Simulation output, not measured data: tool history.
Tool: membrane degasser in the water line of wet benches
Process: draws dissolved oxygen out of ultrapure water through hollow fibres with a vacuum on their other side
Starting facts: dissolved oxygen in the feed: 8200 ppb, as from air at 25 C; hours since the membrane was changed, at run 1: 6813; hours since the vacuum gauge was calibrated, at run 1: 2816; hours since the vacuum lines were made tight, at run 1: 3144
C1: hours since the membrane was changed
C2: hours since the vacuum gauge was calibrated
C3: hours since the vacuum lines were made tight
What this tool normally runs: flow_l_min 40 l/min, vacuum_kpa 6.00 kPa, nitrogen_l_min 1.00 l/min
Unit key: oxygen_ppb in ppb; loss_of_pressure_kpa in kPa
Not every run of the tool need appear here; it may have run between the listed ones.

Run 1, hour 0.0: usual settings; C1 6813; C2 2816; C3 3144. Result: oxygen_ppb 276.4 ppb, loss_of_pressure_kpa 57.50 kPa.
Run 2, hour 161.2: usual settings; C1 6974; C2 2977; C3 3305. Result: oxygen_ppb 275.1 ppb, loss_of_pressure_kpa 57.16 kPa.
Run 3, hour 362.3: usual settings; C1 7175; C2 3178; C3 3506. Result: oxygen_ppb 278.8 ppb, loss_of_pressure_kpa 57.19 kPa.
Run 4, hour 477.3: usual settings; C1 7290; C2 3293; C3 3622. Result: oxygen_ppb 278.8 ppb, loss_of_pressure_kpa 57.88 kPa.
At hour 560.5: vacuum gauge calibrated.
Run 5, hour 572.3: usual settings; C1 7385; C2 12; C3 3716. Result: oxygen_ppb 266.5 ppb, loss_of_pressure_kpa 57.57 kPa.
Run 6, hour 657.7: usual settings; C1 7470; C2 97; C3 3801. Result: oxygen_ppb 268.7 ppb, loss_of_pressure_kpa 57.43 kPa.
Run 7, hour 790.1: usual settings; C1 7602; C2 230; C3 3934. Result: oxygen_ppb 273.8 ppb, loss_of_pressure_kpa 58.13 kPa.
Run 8, hour 937.8: usual settings; C1 7750; C2 377; C3 4081. Result: oxygen_ppb 268.2 ppb, loss_of_pressure_kpa 57.90 kPa.
Run 9, hour 1098.9: usual settings but flow_l_min 52 l/min; C1 7911; C2 538; C3 4243. Result: oxygen_ppb 412.5 ppb, loss_of_pressure_kpa 75.53 kPa.
Run 10, hour 1188.9: usual settings but nitrogen_l_min 0.57 l/min; C1 8001; C2 628; C3 4333. Result: oxygen_ppb 382.5 ppb, loss_of_pressure_kpa 57.93 kPa.
Run 11, hour 1309.3: usual settings but nitrogen_l_min 0.57 l/min; C1 8122; C2 749; C3 4453. Result: oxygen_ppb 388.0 ppb, loss_of_pressure_kpa 58.28 kPa.
Run 12, hour 1422.5: usual settings but nitrogen_l_min 0.57 l/min; C1 8235; C2 862; C3 4566. Result: oxygen_ppb 382.4 ppb, loss_of_pressure_kpa 57.82 kPa.
Run 13, hour 1512.3: usual settings but nitrogen_l_min 0.57 l/min; C1 8325; C2 952; C3 4656. Result: oxygen_ppb 388.5 ppb, loss_of_pressure_kpa 58.16 kPa.
Run 14, hour 1692.7: usual settings; C1 8505; C2 1132; C3 4836. Result: oxygen_ppb 278.0 ppb, loss_of_pressure_kpa 58.11 kPa.
Run 15, hour 1785.1: usual settings; C1 8597; C2 1225; C3 4929. Result: oxygen_ppb 273.0 ppb, loss_of_pressure_kpa 58.31 kPa.
Run 16, hour 1977.4: usual settings but vacuum_kpa 8.06 kPa; C1 8790; C2 1417; C3 5121. Result: oxygen_ppb 424.4 ppb, loss_of_pressure_kpa 58.55 kPa.
Run 17, hour 2083.4: usual settings but vacuum_kpa 8.06 kPa; C1 8896; C2 1523; C3 5227. Result: oxygen_ppb 429.8 ppb, loss_of_pressure_kpa 58.36 kPa.
Run 18, hour 2180.7: usual settings but flow_l_min 54 l/min; C1 8993; C2 1620; C3 5324. Result: oxygen_ppb 440.5 ppb, loss_of_pressure_kpa 78.77 kPa.
Run 19, hour 2270.0: usual settings but flow_l_min 54 l/min; C1 9082; C2 1709; C3 5414. Result: oxygen_ppb 440.8 ppb, loss_of_pressure_kpa 79.18 kPa.
Run 20, hour 2410.3: usual settings but flow_l_min 36 l/min, nitrogen_l_min 0.56 l/min; C1 9223; C2 1850; C3 5554. Result: oxygen_ppb 354.4 ppb, loss_of_pressure_kpa 52.88 kPa.
Run 21, hour 2538.3: usual settings but flow_l_min 36 l/min, nitrogen_l_min 0.56 l/min; C1 9351; C2 1978; C3 5682. Result: oxygen_ppb 352.9 ppb, loss_of_pressure_kpa 53.04 kPa.
Run 22, hour 2701.8: usual settings but flow_l_min 36 l/min, nitrogen_l_min 0.56 l/min; C1 9514; C2 2141; C3 5846. Result: oxygen_ppb 356.7 ppb, loss_of_pressure_kpa 53.14 kPa.
Run 23, hour 2899.1: usual settings but flow_l_min 41 l/min, nitrogen_l_min 1.50 l/min; C1 9711; C2 2339; C3 6043. Result: oxygen_ppb 229.6 ppb, loss_of_pressure_kpa 60.68 kPa.
Run 24, hour 3079.8: usual settings but flow_l_min 41 l/min, nitrogen_l_min 1.50 l/min; C1 9892; C2 2519; C3 6223. Result: oxygen_ppb 227.4 ppb, loss_of_pressure_kpa 60.66 kPa.
Run 25, hour 3283.1: usual settings but flow_l_min 41 l/min, nitrogen_l_min 1.50 l/min; C1 10095; C2 2723; C3 6427. Result: oxygen_ppb 228.0 ppb, loss_of_pressure_kpa 61.18 kPa.
At hour 3321.8: membrane cartridge changed.
Run 26, hour 3471.3: usual settings but flow_l_min 51 l/min, vacuum_kpa 10.57 kPa, nitrogen_l_min 2.42 l/min; C1 149; C2 2907; C3 6611. Result: oxygen_ppb 428.0 ppb, loss_of_pressure_kpa 69.17 kPa.
Run 27, hour 3668.5: usual settings but nitrogen_l_min 0.56 l/min; C1 347; C2 3104; C3 6808. Result: oxygen_ppb 383.4 ppb, loss_of_pressure_kpa 54.18 kPa.
At hour 3704.1: seals of the vacuum lines changed.
Run 28, hour 3847.1: usual settings but nitrogen_l_min 0.56 l/min; C1 523; C2 3281; C3 143. Result: oxygen_ppb 387.7 ppb, loss_of_pressure_kpa 54.32 kPa.
At hour 3949.3: vacuum gauge calibrated.
Run 29, hour 4043.5: usual settings but flow_l_min 32 l/min; C1 719; C2 94; C3 339. Result: oxygen_ppb 195.2 ppb, loss_of_pressure_kpa 43.58 kPa.

Each row is a separate what-if for the run after 29, all from the same tool condition, not one after another. Results?
Run A, hour 4129.2: usual settings but flow_l_min 32 l/min, vacuum_kpa 4.45 kPa; C1 805; C2 180; C3 425. Result: oxygen_ppb ?, loss_of_pressure_kpa ?.
Run B, hour 4129.2: usual settings but nitrogen_l_min 1.19 l/min; C1 805; C2 180; C3 425. Result: oxygen_ppb ?, loss_of_pressure_kpa ?.
Run C, hour 4129.2: usual settings but nitrogen_l_min 2.05 l/min; C1 805; C2 180; C3 425. Result: oxygen_ppb ?, loss_of_pressure_kpa ?.
Run D, hour 4129.2: usual settings but nitrogen_l_min 2.47 l/min; C1 805; C2 180; C3 425. Result: oxygen_ppb ?, loss_of_pressure_kpa ?.

run  oxygen_ppb  loss_of_pressure_kpa
  A        96.2                 43.62
  B       227.9                 54.59
  C       157.3                 54.60
  D       139.9                 54.26
Without the tool's hidden state the same runs would have given:
run  oxygen_ppb  loss_of_pressure_kpa
  A        94.1                 43.33
  B       225.0                 54.23
  C       154.9                 54.24
  D       137.7                 53.90
